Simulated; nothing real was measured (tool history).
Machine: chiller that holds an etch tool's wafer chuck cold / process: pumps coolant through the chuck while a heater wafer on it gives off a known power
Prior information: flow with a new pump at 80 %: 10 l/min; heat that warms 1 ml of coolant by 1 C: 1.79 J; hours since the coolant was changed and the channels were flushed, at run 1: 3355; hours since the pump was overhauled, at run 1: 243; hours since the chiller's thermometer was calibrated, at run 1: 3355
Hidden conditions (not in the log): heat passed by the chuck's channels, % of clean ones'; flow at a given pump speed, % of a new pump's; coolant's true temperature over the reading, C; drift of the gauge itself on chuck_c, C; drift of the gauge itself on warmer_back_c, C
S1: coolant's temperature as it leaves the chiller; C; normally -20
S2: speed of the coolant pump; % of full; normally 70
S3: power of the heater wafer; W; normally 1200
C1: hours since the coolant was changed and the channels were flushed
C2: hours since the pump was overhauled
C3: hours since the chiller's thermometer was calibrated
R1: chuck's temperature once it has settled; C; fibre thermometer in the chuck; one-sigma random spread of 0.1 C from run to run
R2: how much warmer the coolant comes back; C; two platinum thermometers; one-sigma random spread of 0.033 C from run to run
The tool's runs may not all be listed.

| run | day | S1 | S2 | S3 | C1 | C2 | C3 | R1 | R2 |
|---|---|---|---|---|---|---|---|---|---|
| 1 | 0.000 | -20 | 70 | 1200 | 3355 | 243 | 3355 | -9.1 | 4.60 |
| 2 | 1.408 | -20 | 70 | 634 | 3388 | 277 | 3388 | -14.4 | 2.49 |
| 3 | 2.429 | -20 | 70 | 1740 | 3413 | 301 | 3413 | -3.9 | 6.69 |
| 4 | 3.800 | -20 | 70 | 1740 | 3446 | 334 | 3446 | -4.0 | 6.72 |
| 5 | 5.096 | -20 | 70 | 1740 | 3477 | 365 | 3477 | -3.8 | 6.78 |
| 6 | 6.150 | -20 | 64 | 1200 | 3502 | 390 | 3502 | -8.1 | 5.12 |
| 7 | 7.725 | -20 | 84 | 1200 | 3540 | 428 | 3540 | -10.2 | 3.88 |
| 8 | 9.904 | -20 | 84 | 1200 | 3592 | 481 | 3592 | -10.3 | 3.86 |
| 9 | 11.500 | -20 | 66 | 1200 | 3631 | 519 | 3631 | -8.3 | 4.95 |
|  | 12.408 | chiller's thermometer calibrated |
| 10 | 13.625 | -20 | 66 | 1200 | 3681 | 569 | 29 | -8.1 | 4.86 |
| 11 | 15.196 | -20 | 66 | 1200 | 3718 | 607 | 67 | -8.1 | 4.95 |
| 12 | 16.458 | -20 | 66 | 1200 | 3749 | 637 | 97 | -8.0 | 4.97 |
| 13 | 17.417 | -20 | 70 | 891 | 3772 | 660 | 120 | -11.6 | 3.47 |
| 14 | 19.500 | -15 | 70 | 1200 | 3822 | 710 | 170 | -3.4 | 4.63 |
| 15 | 21.425 | -15 | 70 | 1200 | 3868 | 756 | 216 | -3.4 | 4.66 |
| 16 | 23.004 | -28 | 82 | 1131 | 3906 | 794 | 254 | -18.3 | 3.73 |
| 17 | 25.150 | -28 | 82 | 1604 | 3957 | 845 | 306 | -14.4 | 5.31 |
| 18 | 26.200 | -29 | 71 | 701 | 3982 | 871 | 331 | -22.5 | 2.71 |
| 19 | 27.954 | -29 | 95 | 697 | 4024 | 913 | 373 | -23.6 | 2.05 |
| 20 | 30.112 | -29 | 95 | 697 | 4076 | 965 | 425 | -23.5 | 1.95 |
| 21 | 31.688 | -29 | 95 | 697 | 4114 | 1002 | 463 | -23.5 | 2.00 |
| 22 | 32.983 | -29 | 95 | 697 | 4145 | 1033 | 494 | -23.5 | 1.96 |
| 23 | 35.225 | -20 | 65 | 745 | 4199 | 1087 | 548 | -12.3 | 3.13 |
| 24 | 37.296 | -12 | 64 | 750 | 4249 | 1137 | 597 | -4.4 | 3.16 |
| 25 | 39.379 | -12 | 64 | 750 | 4299 | 1187 | 647 | -4.3 | 3.24 |
| 26 | 41.592 | -12 | 64 | 750 | 4352 | 1240 | 700 | -4.5 | 3.24 |
| 27 | 43.829 | -20 | 64 | 1200 | 4405 | 1294 | 754 | -7.5 | 5.19 |

What if the next run were any one of these 4? Each begins from the tool's condition after run 27:
| A | 45.629 | -16 | 73 | 1200 | 4449 | 1337 | 797 | ? | ? |
| B | 45.629 | -27 | 70 | 1370 | 4449 | 1337 | 797 | ? | ? |
| C | 45.629 | -30 | 69 | 775 | 4449 | 1337 | 797 | ? | ? |
| D | 45.629 | -20 | 95 | 1356 | 4449 | 1337 | 797 | ? | ? |

| run | R1 | R2 |
|---|---|---|
| A | -4.7 | 4.47 |
| B | -13.9 | 5.42 |
| C | -22.2 | 3.10 |
| D | -9.3 | 3.98 |
The same runs, with their run-to-run variation unchanged, on a tool lacking any hidden condition would have given:
| run | R1 | R2 |
|---|---|---|
| A | -5.8 | 4.35 |
| B | -15.3 | 5.28 |
| C | -23.0 | 3.02 |
| D | -10.4 | 3.88 |
